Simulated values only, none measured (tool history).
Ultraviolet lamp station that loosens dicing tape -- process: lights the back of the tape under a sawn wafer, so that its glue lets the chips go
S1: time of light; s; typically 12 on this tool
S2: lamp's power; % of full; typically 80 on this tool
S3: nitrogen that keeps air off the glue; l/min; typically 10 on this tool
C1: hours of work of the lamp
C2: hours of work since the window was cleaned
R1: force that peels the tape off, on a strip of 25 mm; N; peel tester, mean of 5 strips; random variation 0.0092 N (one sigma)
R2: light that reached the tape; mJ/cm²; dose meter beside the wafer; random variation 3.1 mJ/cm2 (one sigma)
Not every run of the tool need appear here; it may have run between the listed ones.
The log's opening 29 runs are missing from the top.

{"run": 30, "hour": 1269.0, "S1": 17, "S2": 77, "S3": 10, "C1": 1415, "C2": 90, "R1": 0.495, "R2": 404}
{"run": 31, "hour": 1326.6, "S1": 18, "S2": 80, "S3": 8, "C1": 1457, "C2": 132, "R1": 0.501, "R2": 439}
{"run": 32, "hour": 1353.0, "S1": 18, "S2": 80, "S3": 8, "C1": 1476, "C2": 151, "R1": 0.52, "R2": 424}
{"run": 33, "hour": 1383.1, "S1": 9, "S2": 79, "S3": 16, "C1": 1498, "C2": 173, "R1": 1.082, "R2": 206}
{"run": 34, "hour": 1421.3, "S1": 8, "S2": 65, "S3": 16, "C1": 1526, "C2": 201, "R1": 1.749, "R2": 150}
{"run": 35, "hour": 1478.0, "S1": 8, "S2": 92, "S3": 16, "C1": 1567, "C2": 242, "R1": 1.138, "R2": 209}
{"run": 36, "hour": 1529.6, "S1": 8, "S2": 92, "S3": 16, "C1": 1604, "C2": 279, "R1": 1.142, "R2": 206}
{"run": 37, "hour": 1576.5, "S1": 8, "S2": 92, "S3": 16, "C1": 1638, "C2": 313, "R1": 1.19, "R2": 200}
{"run": 38, "hour": 1627.8, "S1": 6, "S2": 92, "S3": 18, "C1": 1676, "C2": 350, "R1": 1.712, "R2": 142}
{"run": 39, "hour": 1679.1, "S1": 6, "S2": 92, "S3": 18, "C1": 1713, "C2": 388, "R1": 1.775, "R2": 142}
{"run": 40, "hour": 1713.9, "S1": 9, "S2": 65, "S3": 4, "C1": 1738, "C2": 413, "R1": 3.054, "R2": 145}
{"hour": 1757.5, "done": "lamp changed"}
{"run": 41, "hour": 1770.0, "S1": 9, "S2": 93, "S3": 12, "C1": 9, "C2": 453, "R1": 0.55, "R2": 359}
{"hour": 1789.8, "done": "window cleaned of glue's vapour"}
{"run": 42, "hour": 1815.9, "S1": 12, "S2": 65, "S3": 4, "C1": 42, "C2": 19, "R1": 1.072, "R2": 380}
{"run": 43, "hour": 1865.4, "S1": 12, "S2": 65, "S3": 4, "C1": 78, "C2": 55, "R1": 1.11, "R2": 363}
{"run": 44, "hour": 1913.8, "S1": 14, "S2": 76, "S3": 8, "C1": 113, "C2": 90, "R1": 0.415, "R2": 492}

Predict each of these 3 candidate next runs independently; none follows another, all start after run 44:
{"run": "A", "hour": 1952.1, "S1": 15, "S2": 80, "S3": 10, "C1": 141, "C2": 118, "R1": "?", "R2": "?"}
{"run": "B", "hour": 1952.1, "S1": 7, "S2": 86, "S3": 7, "C1": 141, "C2": 118, "R1": "?", "R2": "?"}
{"run": "C", "hour": 1952.1, "S1": 7, "S2": 73, "S3": 3, "C1": 141, "C2": 118, "R1": "?", "R2": "?"}

run=A R1=0.325 R2=554
run=B R1=1.177 R2=275
run=C R1=2.228 R2=236
Without the tool's unlogged condition, the same runs would have read:
run=A R1=0.302 R2=593
run=B R1=1.058 R2=295
run=C R1=2.076 R2=253
